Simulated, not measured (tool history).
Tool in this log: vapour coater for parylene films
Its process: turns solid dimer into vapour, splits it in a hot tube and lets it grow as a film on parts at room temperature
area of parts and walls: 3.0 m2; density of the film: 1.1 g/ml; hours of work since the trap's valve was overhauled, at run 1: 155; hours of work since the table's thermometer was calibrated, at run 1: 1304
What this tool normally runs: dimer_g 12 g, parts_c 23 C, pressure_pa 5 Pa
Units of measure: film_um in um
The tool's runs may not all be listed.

run   hour  dimer_g  parts_c  pressure_pa  hours of work since the trap's valve was overhauled  hours of work since the table's thermometer was calibrated  film_um
  1      0       12       23            5                                                  155                                                        1304     2.07
  2   49.6       12       23         2.07                                                  187                                                        1335     2.46
  3  100.1       12       23            5                                                  219                                                        1368     2.08
  4  128.7       12       25            5                                                  237                                                        1386        2
  5  150.9       20       23            5                                                  252                                                        1401     3.44
  6  181.6       20       23            5                                                  272                                                        1420     3.43
  7  213.2       20       23            5                                                  292                                                        1441      3.4
  8  235.1        7       34            5                                                  306                                                        1455     0.99
  9  269.1        7       34            5                                                  328                                                        1477     0.97
 10  308.7        7       34            5                                                  353                                                        1502     0.98
 11  343.2        8       27            5                                                  376                                                        1524     1.26

What would each run have given without the hidden state, its run-to-run variation left as it was?
Hidden state at play: vapour lost through the trap's worn valve, %; true temperature of the parts over the reading, C; drift of the gauge itself on film_um, %.
run  film_um
  1     2.09
  2     2.49
  3     2.11
  4     2.03
  5      3.5
  6      3.5
  7     3.47
  8     1.01
  9     0.99
 10     1.01
 11      1.3
